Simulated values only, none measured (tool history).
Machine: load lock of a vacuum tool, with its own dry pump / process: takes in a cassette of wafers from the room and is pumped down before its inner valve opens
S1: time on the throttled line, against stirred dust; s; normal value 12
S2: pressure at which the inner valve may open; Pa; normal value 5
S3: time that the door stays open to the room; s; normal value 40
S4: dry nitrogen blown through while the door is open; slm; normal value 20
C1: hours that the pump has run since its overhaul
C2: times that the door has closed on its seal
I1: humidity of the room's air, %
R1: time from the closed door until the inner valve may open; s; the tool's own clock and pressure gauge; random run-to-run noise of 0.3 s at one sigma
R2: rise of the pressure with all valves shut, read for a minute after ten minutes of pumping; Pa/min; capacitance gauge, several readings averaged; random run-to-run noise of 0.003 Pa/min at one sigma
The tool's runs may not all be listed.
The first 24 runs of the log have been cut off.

Run 25, day 65.896: usual settings but S3 69 s, S4 12 slm; C1 6999; C2 4510; I1 46.5. Result: R1 22.0 s, R2 0.081 Pa/min.
Run 26, day 67.825: usual settings but S2 8 Pa, S3 124 s; C1 7046; C2 4568; I1 47.0. Result: R1 21.7 s, R2 0.090 Pa/min.
Run 27, day 69.388: usual settings but S1 22 s; C1 7083; C2 4615; I1 48.3. Result: R1 30.1 s, R2 0.051 Pa/min.
Run 28, day 72.017: usual settings but S1 9 s, S3 179 s, S4 31 slm; C1 7146; C2 4695; I1 44.8. Result: R1 19.8 s, R2 0.087 Pa/min.
Run 29, day 75.038: usual settings but S1 9 s, S3 88 s, S4 31 slm; C1 7219; C2 4786; I1 43.8. Result: R1 20.4 s, R2 0.064 Pa/min.
Run 30, day 77.958: usual settings but S2 7 Pa, S3 39 s; C1 7289; C2 4874; I1 42.2. Result: R1 21.8 s, R2 0.046 Pa/min.
Run 31, day 80.800: usual settings but S1 22 s, S3 144 s; C1 7357; C2 4959; I1 49.4. Result: R1 30.0 s, R2 0.093 Pa/min.
Run 32, day 83.104: usual settings but S1 16 s, S2 7 Pa, S4 5 slm; C1 7412; C2 5029; I1 48.1. Result: R1 25.1 s, R2 0.086 Pa/min.
Run 33, day 84.821: usual settings but S1 17 s, S2 7 Pa, S4 5 slm; C1 7454; C2 5081; I1 45.5. Result: R1 25.9 s, R2 0.078 Pa/min.
Run 34, day 86.946: usual settings but S1 10 s, S2 8 Pa, S3 70 s, S4 8 slm; C1 7505; C2 5145; I1 46.5. Result: R1 20.0 s, R2 0.095 Pa/min.
Run 35, day 90.538: usual settings but S1 10 s, S2 8 Pa, S3 70 s, S4 8 slm; C1 7591; C2 5253; I1 46.7. Result: R1 20.4 s, R2 0.099 Pa/min.
Run 36, day 92.688: usual settings but S1 10 s, S2 8 Pa, S3 70 s, S4 8 slm; C1 7642; C2 5318; I1 42.5. Result: R1 20.3 s, R2 0.091 Pa/min.
Run 37, day 95.542: usual settings but S1 10 s, S2 8 Pa, S3 42 s, S4 8 slm; C1 7711; C2 5404; I1 46.8. Result: R1 19.8 s, R2 0.081 Pa/min.

Branching from run 37: 4 alternative next runs. What would each branch give?
Run A, day 97.112: usual settings but S1 10 s, S2 4 Pa, S3 42 s, S4 7 slm; C1 7749; C2 5451; I1 42.3. Result: R1 ?, R2 ?.
Run B, day 97.112: usual settings but S2 10 Pa, S4 6 slm; C1 7749; C2 5451; I1 45.7. Result: R1 ?, R2 ?.
Run C, day 97.112: usual settings but S1 11 s, S2 8 Pa, S3 93 s, S4 29 slm; C1 7749; C2 5451; I1 47.0. Result: R1 ?, R2 ?.
Run D, day 97.112: usual settings but S1 17 s, S2 6 Pa, S3 53 s, S4 8 slm; C1 7749; C2 5451; I1 47.7. Result: R1 ?, R2 ?.

run    R1     R2
  A  21.1  0.078
  B  21.4  0.079
  C  20.4  0.064
  D  26.1  0.089
With the hidden condition removed and each run's random variation left untouched, the same runs would have given:
run    R1     R2
  A  19.8  0.064
  B  20.4  0.065
  C  19.3  0.051
  D  25.1  0.075
